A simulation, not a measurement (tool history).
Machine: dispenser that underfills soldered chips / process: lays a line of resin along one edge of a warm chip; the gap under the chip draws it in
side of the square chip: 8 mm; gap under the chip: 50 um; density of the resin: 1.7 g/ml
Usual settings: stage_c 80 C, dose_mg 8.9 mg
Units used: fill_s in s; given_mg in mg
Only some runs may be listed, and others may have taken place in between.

| run | hour | stage_c | dose_mg | fill_s | given_mg |
|---|---|---|---|---|---|
| 1 | 0 | 80 | 8.9 | 79.3 | 8.76 |
|  | 1.9 | new syringe of resin |
| 2 | 5.8 | 80 | 8.9 | 67.8 | 8.78 |
|  | 10.5 | new syringe of resin |
| 3 | 10.5 | 80 | 7.61 | 53 | 7.48 |
| 4 | 17.1 | 80 | 7.61 | 78.4 | 7.46 |
|  | 19 | new syringe of resin |
| 5 | 22 | 80 | 7.61 | 62.2 | 7.5 |
|  | 27.7 | new syringe of resin |
| 6 | 28.8 | 80 | 8.9 | 54.3 | 8.63 |
| 7 | 34.3 | 80 | 8.9 | 75.9 | 8.65 |
|  | 36.5 | new syringe of resin |
| 8 | 42 | 80 | 9.11 | 69.6 | 8.88 |
|  | 44.8 | new syringe of resin |
| 9 | 46.9 | 91 | 9.11 | 35.3 | 8.84 |
| 10 | 50.5 | 83 | 9.81 | 63.1 | 9.42 |

For run 11, what comes out?
|  | 53.2 | new syringe of resin |
| 11 | 55.6 | 82 | 9.74 | ? | ? |

fill_s: 52.9 s
given_mg: 9.45 mg
On a tool with no hidden condition, and with the same random variation, this run would have come out at fill_s 49 s, given_mg 9.78 mg.

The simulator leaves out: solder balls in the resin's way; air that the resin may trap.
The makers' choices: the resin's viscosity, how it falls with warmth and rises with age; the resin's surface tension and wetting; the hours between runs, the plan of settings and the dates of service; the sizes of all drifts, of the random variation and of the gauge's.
